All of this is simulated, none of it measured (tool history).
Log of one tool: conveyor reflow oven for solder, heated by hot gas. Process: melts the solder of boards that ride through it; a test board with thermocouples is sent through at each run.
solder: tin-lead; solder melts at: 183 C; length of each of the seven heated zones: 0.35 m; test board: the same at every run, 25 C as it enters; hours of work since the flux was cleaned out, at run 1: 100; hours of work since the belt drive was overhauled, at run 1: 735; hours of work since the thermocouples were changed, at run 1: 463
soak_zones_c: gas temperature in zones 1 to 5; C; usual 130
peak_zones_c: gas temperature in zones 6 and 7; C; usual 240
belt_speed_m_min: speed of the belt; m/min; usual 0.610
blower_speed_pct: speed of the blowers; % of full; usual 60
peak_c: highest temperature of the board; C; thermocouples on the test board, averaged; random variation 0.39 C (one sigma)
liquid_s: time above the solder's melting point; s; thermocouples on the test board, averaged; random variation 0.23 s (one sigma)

run	hour	soak_zones_c	peak_zones_c	belt_speed_m_min	blower_speed_pct	hours of work since the flux was cleaned out	hours of work since the belt drive was overhauled	hours of work since the thermocouples were changed	peak_c	liquid_s
1	0.0	130	240	0.610	60	100	735	463	221.5	53.7
2	15.3	134	240	0.610	60	112	747	475	222.5	54.8
3	24.8	130	240	0.610	50	120	755	482	218.1	49.9
4	36.0	130	240	0.610	50	128	764	491	218.3	50.1
5	46.0	130	237	0.610	60	136	772	499	218.4	51.6
6	54.4	130	240	0.613	60	143	778	506	221.9	52.7
7	64.0	130	240	0.613	60	150	786	513	221.8	52.6
8	74.3	130	240	0.613	60	159	794	521	221.7	52.7
9	85.8	126	240	0.610	60	167	803	530	221.3	51.9
10	99.2	137	240	0.610	60	178	813	541	223.2	56.2
11	107.7	137	240	0.610	60	185	820	548	222.6	55.9
12	122.9	130	240	0.610	60	197	832	559	221.4	53.2
13	134.4	130	240	0.610	60	206	841	569	221.5	53.2
14	142.9	130	240	0.610	60	212	848	575	221.7	53.1
15	154.7	130	240	0.630	59	222	857	585	220.1	50.4
16	166.5	118	229	0.568	64	231	866	594	213.8	48.6
17	178.8	138	229	0.628	74	241	876	604	216.0	51.4
18	192.3	140	249	0.547	81	251	887	614	239.5	72.9
19	202.9	144	240	0.610	68	260	895	622	226.6	61.1
20	216.8	130	241	0.610	52	271	906	633	219.7	50.9
21	228.0	120	254	0.688	52	279	915	642	222.8	44.7
22	236.4	120	244	0.612	51	286	921	649	219.4	48.0
23	246.1	133	243	0.610	56	294	929	656	222.2	54.8
24	258.6	129	234	0.610	56	303	939	666	214.7	47.3
25	272.1	118	234	0.680	56	314	949	677	208.1	34.1

Forecast each of these 3 alternatives for the next run:
A	283.6	138	232	0.610	60	323	959	686	?	?
B	283.6	133	240	0.535	56	323	959	686	?	?
C	283.6	118	234	0.528	58	323	959	686	?	?

run	peak_c	liquid_s
A	215.1	51.7
B	224.9	64.6
C	217.7	56.4
Without the tool's hidden state the same runs would have given:
run	peak_c	liquid_s
A	216.2	51.4
B	225.9	63.8
C	218.8	56.0

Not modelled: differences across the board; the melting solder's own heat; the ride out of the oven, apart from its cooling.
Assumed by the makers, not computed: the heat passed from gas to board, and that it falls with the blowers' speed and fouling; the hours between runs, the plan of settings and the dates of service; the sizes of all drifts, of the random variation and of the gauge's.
